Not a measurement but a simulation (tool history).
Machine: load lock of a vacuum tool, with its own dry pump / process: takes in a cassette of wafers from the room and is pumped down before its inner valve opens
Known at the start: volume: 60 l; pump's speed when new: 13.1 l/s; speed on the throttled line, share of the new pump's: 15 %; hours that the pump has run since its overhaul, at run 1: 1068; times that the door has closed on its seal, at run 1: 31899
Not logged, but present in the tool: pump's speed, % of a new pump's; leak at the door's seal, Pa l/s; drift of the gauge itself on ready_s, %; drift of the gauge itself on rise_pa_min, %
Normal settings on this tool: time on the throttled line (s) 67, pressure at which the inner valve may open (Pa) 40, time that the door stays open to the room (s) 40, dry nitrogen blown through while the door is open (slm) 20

run    hour  time on the throttled line (s)  pressure at which the inner valve may open (Pa)  time that the door stays open to the room (s)  dry nitrogen blown through while the door is open (slm)  hours that the pump has run since its overhaul  times that the door has closed on its seal  incoming humidity of the room's air, %  time from the closed door until the inner valve may open (s)  rise of the pressure with all valves shut (Pa/min)
  1     0.0                              67                                               40                                             40                                                       20                                            1068                                       31899                                    42.1                                                          93.9                                               0.135
  2   238.7                              67                                               40                                             40                                                       20                                            1307                                       32800                                    44.3                                                          93.9                                               0.145
  3   543.0                              67                                               40                                             40                                                       20                                            1611                                       33950                                    44.7                                                          94.4                                               0.148
  4   688.7                              67                                               40                                             40                                                       11                                            1757                                       34500                                    44.2                                                          93.6                                               0.164
  5   950.4                              67                                               40                                             40                                                        9                                            2019                                       35489                                    41.8                                                          92.8                                               0.161
  6  1082.9                              67                                               40                                             40                                                        9                                            2151                                       35989                                    47.5                                                          94.1                                               0.168
  7  1332.4                              67                                               45                                             40                                                       20                                            2401                                       36931                                    45.9                                                          92.7                                               0.157
  8  1535.1                              67                                               45                                             40                                                       20                                            2603                                       37697                                    43.3                                                          95.2                                               0.162
  9  1687.1                              67                                               40                                             40                                                       20                                            2755                                       38271                                    47.8                                                          94.8                                               0.167
 10  1952.9                              67                                               40                                             40                                                       20                                            3021                                       39275                                    47.6                                                          94.6                                               0.173
 11  2205.0                              67                                               70                                             40                                                       15                                            3273                                       40227                                    48.7                                                          93.3                                               0.188
 12  2395.2                              67                                               70                                             69                                                       15                                            3463                                       40945                                    44.0                                                          92.2                                               0.200
 13  2680.1                              34                                               57                                            122                                                       18                                            3748                                       42021                                    47.1                                                          65.1                                               0.226
 14  2852.9                              68                                               37                                             82                                                       19                                            3921                                       42674                                    41.8                                                          95.9                                               0.210
 15  3154.8                              68                                               37                                             82                                                       19                                            4223                                       43814                                    43.1                                                          96.8                                               0.211
 16  3401.7                              86                                               32                                             32                                                        4                                            4470                                       44747                                    47.5                                                         112.3                                               0.222
 17  3600.8                             130                                               40                                             40                                                       20                                            4669                                       45499                                    47.9                                                         149.0                                               0.207
 18  3839.8                             129                                               43                                             40                                                       35                                            4908                                       46401                                    46.7                                                         147.0                                               0.205
 19  3983.8                              93                                               43                                             99                                                       10                                            5052                                       46945                                    43.3                                                         117.3                                               0.260
 20  4253.6                              67                                               40                                            174                                                       12                                            5322                                       47964                                    45.3                                                          95.4                                               0.288

Predict each of these 4 candidate next runs independently; none follows another, all start after run 20:
  A  4457.2                              91                                               29                                             53                                                       12                                            5525                                       48733                                    44.0                                                             ?                                                   ?
  B  4457.2                              49                                               47                                            174                                                       30                                            5525                                       48733                                    48.5                                                             ?                                                   ?
  C  4457.2                              67                                               58                                            174                                                       24                                            5525                                       48733                                    42.4                                                             ?                                                   ?
  D  4457.2                              67                                               40                                            112                                                       34                                            5525                                       48733                                    42.3                                                             ?                                                   ?

run  time from the closed door until the inner valve may open (s)  rise of the pressure with all valves shut (Pa/min)
  A                                                         118.7                                               0.245
  B                                                          79.8                                               0.274
  C                                                          94.3                                               0.266
  D                                                          95.7                                               0.239
Without the tool's hidden state the same runs would have given:
run  time from the closed door until the inner valve may open (s)  rise of the pressure with all valves shut (Pa/min)
  A                                                         116.1                                               0.047
  B                                                          76.8                                               0.072
  C                                                          91.7                                               0.069
  D                                                          92.9                                               0.040
